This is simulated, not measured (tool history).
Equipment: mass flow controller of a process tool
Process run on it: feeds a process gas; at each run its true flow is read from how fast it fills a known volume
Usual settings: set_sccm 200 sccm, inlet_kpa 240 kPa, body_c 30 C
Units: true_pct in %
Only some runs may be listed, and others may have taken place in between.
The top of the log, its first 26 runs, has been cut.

run    hour  set_sccm  inlet_kpa  body_c  hours of work since the controller was set to zero  hours of work since the controller was changed  true_pct
 27  4409.0       200        141      30                                                4954                                            4954     96.92
     4521.4  -- gauge calibrated
 28  4521.5       200        196      31                                                5020                                            5020     99.24
 29  4722.5       200        145      31                                                5138                                            5138     98.79
     4814.6  -- controller exchanged for a calibrated one
 30  4853.1       305        146      30                                                  23                                              23     99.11
 31  5028.9        57        218      23                                                 126                                             126     98.42
 32  5192.2        72        218      23                                                 221                                             221     98.36
 33  5325.7        72        218      23                                                 300                                             300     98.27
 34  5574.6       223        159      21                                                 445                                             445     98.31
 35  5714.8        99        210      21                                                 528                                             528     98.09
 36  5910.4        99        210      21                                                 642                                             642     97.98
 37  6114.6        99        210      21                                                 762                                             762     98.01
 38  6325.0        99        210      21                                                 885                                             885     97.78
 39  6531.3       108        186      27                                                1006                                            1006     97.88
 40  6721.2        76        199      25                                                1117                                            1117     97.83
 41  6901.1        76        199      25                                                1223                                            1223     97.69
 42  7120.5       215        240      30                                                1351                                            1351     98.42
 43  7323.7       191        162      22                                                1470                                            1470     97.34
 44  7546.5       215        170      24                                                1601                                            1601     97.54
 45  7772.4       479        150      25                                                1733                                            1733     98.21
 46  7891.0       200        240      29                                                1803                                            1803     98.14
 47  8125.7       200        240      29                                                1941                                            1941     98.01

Below are 5 alternative next runs, each starting from the tool's condition after run 47. Predict each:
  A  8279.2       219        165      30                                                2030                                            2030         ?
  B  8279.2       127        266      30                                                2030                                            2030         ?
  C  8279.2       200        240      21                                                2030                                            2030         ?
  D  8279.2       200        252      30                                                2030                                            2030         ?
  E  8279.2       200        228      22                                                2030                                            2030         ?

run  true_pct
  A     97.49
  B     98.07
  C     97.73
  D     98.04
  E     97.62
What these runs would have given with no unlogged condition in the tool:
run  true_pct
  A     99.02
  B     99.61
  C     99.27
  D     99.58
  E     99.15
